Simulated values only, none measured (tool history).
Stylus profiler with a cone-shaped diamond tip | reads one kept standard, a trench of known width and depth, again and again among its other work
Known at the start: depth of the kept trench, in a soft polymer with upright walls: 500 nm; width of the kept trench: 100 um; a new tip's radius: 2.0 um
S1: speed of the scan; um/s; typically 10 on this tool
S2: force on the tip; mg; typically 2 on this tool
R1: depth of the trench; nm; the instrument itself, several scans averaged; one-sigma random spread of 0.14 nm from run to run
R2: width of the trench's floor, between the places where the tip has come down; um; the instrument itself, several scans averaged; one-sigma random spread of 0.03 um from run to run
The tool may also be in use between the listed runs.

run,hour,S1,S2,R1,R2
1,0,10,2,503.79,97.31
2,15.6,4,2,503.84,97.28
3,31.4,4,2,503.74,97.31
4,56.9,10,0.69,501.95,97.28
5,81.8,6,0.69,501.87,97.27
6,112.6,10,5.17,507,97.31
7,140.7,10,5.17,506.91,97.32
8,167.4,10,5.17,506.92,97.34
9,196.2,10,5.17,506.8,97.35
10,224.1,10,4.9,506.57,97.24
11,254.4,10,4.9,506.52,97.29
12,276.9,10,4.9,506.63,97.34
13,291,10,1.2,503.01,97.27
14,318.3,10,2,504.05,97.24
15,340.4,10,2,503.85,97.21
16,354.4,10,2,503.94,97.3
17,368.6,10,2,503.9,97.17
18,390.4,6,2,504.02,97.3
19,408.7,6,2,503.96,97.22
20,434.1,10,1.92,503.9,97.22
21,451.1,10,1.92,503.87,97.25
22,475,10,1.92,503.83,97.25
23,502,34,2,504.22,97.13
24,520,15,2.78,505.01,97.26
25,548.5,15,2.78,504.86,97.21
26,574.1,10,3.36,505.58,97.23
27,604.8,7,4.34,506.4,97.28
28,638.4,4,3.64,505.84,97.28
29,667.9,8,1.49,503.67,97.18
30,698.6,8,1.49,503.5,97.23
31,721,10,5.52,507.61,97.24
32,739,4,0.73,502.58,97.26
33,769.2,4,0.73,502.67,97.23
34,791.4,4,0.73,502.67,97.22
35,821.2,21,1.88,504.14,97.13
36,839.2,29,1.58,503.69,97.14
37,856.7,3,2.08,504.13,97.19
38,880.7,10,1.79,504.24,97.18
39,912.8,10,1.79,504.04,97.22
40,943.2,27,2.29,504.71,97.18
41,957.7,27,2.29,505,97.16
42,974.5,15,0.74,502.77,97.1
43,996.1,19,4.39,506.82,97.14
44,1024,10,0.67,502.56,97.18
45,1037.9,10,0.67,502.53,97.11

Each row is a separate what-if for the run after 45, all from the same tool condition, not one after another. Results?
A,1068.5,10,1.28,?,?
B,1068.5,9,4.12,?,?
C,1068.5,10,5.56,?,?
D,1068.5,4,0.72,?,?
E,1068.5,9,0.89,?,?

run,R1,R2
A,503.58,97.15
B,506.44,97.18
C,507.93,97.18
D,503.01,97.16
E,503.07,97.13
With the hidden condition removed and each run's random variation left untouched, the same runs would have given:
run,R1,R2
A,502.41,97.31
B,505.26,97.34
C,506.75,97.35
D,501.85,97.32
E,501.9,97.3
